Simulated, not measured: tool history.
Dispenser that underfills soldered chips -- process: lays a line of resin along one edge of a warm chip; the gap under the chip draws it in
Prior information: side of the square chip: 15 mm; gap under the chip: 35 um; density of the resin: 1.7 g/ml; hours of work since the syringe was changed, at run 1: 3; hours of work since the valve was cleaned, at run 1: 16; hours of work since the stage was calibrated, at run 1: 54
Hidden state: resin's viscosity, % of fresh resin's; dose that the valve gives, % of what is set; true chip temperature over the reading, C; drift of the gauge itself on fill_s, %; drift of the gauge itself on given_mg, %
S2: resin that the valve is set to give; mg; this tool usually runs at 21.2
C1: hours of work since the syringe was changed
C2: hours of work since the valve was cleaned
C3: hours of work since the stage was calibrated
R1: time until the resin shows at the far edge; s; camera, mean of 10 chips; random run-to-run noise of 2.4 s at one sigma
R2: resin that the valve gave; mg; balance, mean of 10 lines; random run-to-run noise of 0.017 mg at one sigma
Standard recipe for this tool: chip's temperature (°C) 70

{"run": 1, "day": 0.0, "chip's temperature (°C)": 70, "S2": 21.2, "C1": 3, "C2": 16, "C3": 54, "R1": 262.3, "R2": 21.11}
{"day": 0.221, "done": "new syringe of resin"}
{"run": 2, "day": 0.246, "chip's temperature (°C)": 70, "S2": 18.8, "C1": 0, "C2": 20, "C3": 58, "R1": 245.1, "R2": 18.71}
{"run": 3, "day": 0.492, "chip's temperature (°C)": 70, "S2": 18.8, "C1": 5, "C2": 24, "C3": 63, "R1": 279.9, "R2": 18.67}
{"day": 0.621, "done": "new syringe of resin"}
{"run": 4, "day": 0.654, "chip's temperature (°C)": 70, "S2": 18.8, "C1": 1, "C2": 27, "C3": 65, "R1": 238.0, "R2": 18.65}
{"run": 5, "day": 0.8, "chip's temperature (°C)": 70, "S2": 18.8, "C1": 3, "C2": 29, "C3": 68, "R1": 256.5, "R2": 18.66}
{"run": 6, "day": 1.008, "chip's temperature (°C)": 70, "S2": 26.1, "C1": 7, "C2": 33, "C3": 72, "R1": 281.1, "R2": 25.88}
{"day": 1.029, "done": "new syringe of resin"}
{"run": 7, "day": 1.229, "chip's temperature (°C)": 70, "S2": 26.1, "C1": 4, "C2": 37, "C3": 75, "R1": 253.4, "R2": 25.81}
{"run": 8, "day": 1.396, "chip's temperature (°C)": 70, "S2": 26.1, "C1": 7, "C2": 40, "C3": 79, "R1": 275.0, "R2": 25.8}
{"day": 1.45, "done": "new syringe of resin"}
{"day": 1.508, "done": "dispensing valve cleaned and set on the balance"}
{"run": 9, "day": 1.696, "chip's temperature (°C)": 70, "S2": 26.1, "C1": 4, "C2": 3, "C3": 83, "R1": 252.3, "R2": 26.06}
{"day": 1.896, "done": "new syringe of resin"}
{"run": 10, "day": 1.929, "chip's temperature (°C)": 70, "S2": 26.1, "C1": 1, "C2": 7, "C3": 87, "R1": 230.9, "R2": 26.0}
{"run": 11, "day": 2.162, "chip's temperature (°C)": 56, "S2": 26.1, "C1": 5, "C2": 11, "C3": 91, "R1": 518.4, "R2": 25.94}
{"day": 2.3, "done": "new syringe of resin"}
{"run": 12, "day": 2.333, "chip's temperature (°C)": 56, "S2": 26.1, "C1": 1, "C2": 14, "C3": 94, "R1": 460.1, "R2": 25.94}
{"run": 13, "day": 2.512, "chip's temperature (°C)": 56, "S2": 26.1, "C1": 4, "C2": 17, "C3": 97, "R1": 511.6, "R2": 25.94}
{"run": 14, "day": 2.662, "chip's temperature (°C)": 70, "S2": 21.2, "C1": 6, "C2": 20, "C3": 100, "R1": 281.1, "R2": 21.04}
{"day": 2.717, "done": "new syringe of resin"}
{"run": 15, "day": 2.858, "chip's temperature (°C)": 70, "S2": 21.2, "C1": 2, "C2": 23, "C3": 103, "R1": 244.0, "R2": 21.03}
{"run": 16, "day": 2.979, "chip's temperature (°C)": 70, "S2": 21.2, "C1": 5, "C2": 25, "C3": 105, "R1": 266.3, "R2": 20.96}
{"run": 17, "day": 3.092, "chip's temperature (°C)": 70, "S2": 18.3, "C1": 7, "C2": 27, "C3": 107, "R1": 292.9, "R2": 18.11}
{"day": 3.121, "done": "new syringe of resin"}
{"run": 18, "day": 3.342, "chip's temperature (°C)": 70, "S2": 24.8, "C1": 4, "C2": 32, "C3": 111, "R1": 251.9, "R2": 24.52}
{"run": 19, "day": 3.446, "chip's temperature (°C)": 58, "S2": 25.8, "C1": 6, "C2": 34, "C3": 113, "R1": 482.8, "R2": 25.44}
{"day": 3.529, "done": "new syringe of resin"}
{"run": 20, "day": 3.596, "chip's temperature (°C)": 58, "S2": 25.8, "C1": 1, "C2": 36, "C3": 116, "R1": 430.8, "R2": 25.49}
{"run": 21, "day": 3.775, "chip's temperature (°C)": 58, "S2": 25.8, "C1": 4, "C2": 39, "C3": 119, "R1": 463.6, "R2": 25.45}
{"day": 3.904, "done": "dispensing valve cleaned and set on the balance"}
{"day": 3.983, "done": "new syringe of resin"}
{"run": 22, "day": 4.062, "chip's temperature (°C)": 61, "S2": 19.9, "C1": 1, "C2": 3, "C3": 123, "R1": 373.3, "R2": 19.91}
{"run": 23, "day": 4.283, "chip's temperature (°C)": 66, "S2": 23.6, "C1": 5, "C2": 7, "C3": 127, "R1": 322.1, "R2": 23.55}
{"day": 4.392, "done": "new syringe of resin"}
{"run": 24, "day": 4.404, "chip's temperature (°C)": 80, "S2": 25.0, "C1": 0, "C2": 8, "C3": 129, "R1": 141.4, "R2": 24.95}
{"run": 25, "day": 4.592, "chip's temperature (°C)": 74, "S2": 25.0, "C1": 4, "C2": 12, "C3": 132, "R1": 204.4, "R2": 24.93}
{"run": 26, "day": 4.717, "chip's temperature (°C)": 74, "S2": 25.0, "C1": 6, "C2": 14, "C3": 134, "R1": 219.7, "R2": 24.87}
{"day": 4.808, "done": "new syringe of resin"}
{"run": 27, "day": 4.867, "chip's temperature (°C)": 74, "S2": 25.0, "C1": 1, "C2": 17, "C3": 137, "R1": 190.0, "R2": 24.88}
{"run": 28, "day": 5.025, "chip's temperature (°C)": 65, "S2": 25.0, "C1": 4, "C2": 19, "C3": 140, "R1": 314.2, "R2": 24.88}
{"run": 29, "day": 5.138, "chip's temperature (°C)": 65, "S2": 25.4, "C1": 6, "C2": 21, "C3": 142, "R1": 336.4, "R2": 25.24}
{"day": 5.225, "done": "new syringe of resin"}
{"run": 30, "day": 5.279, "chip's temperature (°C)": 65, "S2": 25.4, "C1": 1, "C2": 24, "C3": 144, "R1": 290.6, "R2": 25.23}
{"run": 31, "day": 5.471, "chip's temperature (°C)": 74, "S2": 19.7, "C1": 4, "C2": 27, "C3": 147, "R1": 218.4, "R2": 19.54}
{"day": 5.633, "done": "new syringe of resin"}
{"run": 32, "day": 5.646, "chip's temperature (°C)": 70, "S2": 27.2, "C1": 0, "C2": 30, "C3": 150, "R1": 226.5, "R2": 26.95}
{"run": 33, "day": 5.879, "chip's temperature (°C)": 70, "S2": 20.4, "C1": 4, "C2": 34, "C3": 154, "R1": 267.0, "R2": 20.22}
{"day": 6.042, "done": "new syringe of resin"}
{"run": 34, "day": 6.062, "chip's temperature (°C)": 57, "S2": 21.1, "C1": 0, "C2": 37, "C3": 157, "R1": 432.6, "R2": 20.87}

A few steps of R1 between consecutive runs. Split each: what settings, incoming material and random variation would produce without the hidden state, and what is left over for the hidden state, along with gauge scatter present in only one of the two compared results (measured, and without hidden state):
Run 10 -> 11: chip's temperature (°C) 70 -> 56. R1 +287.5 s: hidden state +55.3, all else +232.2.
Run 11 -> 12: new syringe of resin. R1 -58.3 s: hidden state -58.6, all else +0.3.
Run 13 -> 14: chip's temperature (°C) 56 -> 70, S2 26.1 -> 21.2. R1 -230.5 s: hidden state +3.7, all else -234.2.
Run 18 -> 19: chip's temperature (°C) 70 -> 58, S2 24.8 -> 25.8. R1 +230.9 s: hidden state +40.1, all else +190.8.
Run 19 -> 20: new syringe of resin. R1 -52.0 s: hidden state -58.6, all else +6.6.

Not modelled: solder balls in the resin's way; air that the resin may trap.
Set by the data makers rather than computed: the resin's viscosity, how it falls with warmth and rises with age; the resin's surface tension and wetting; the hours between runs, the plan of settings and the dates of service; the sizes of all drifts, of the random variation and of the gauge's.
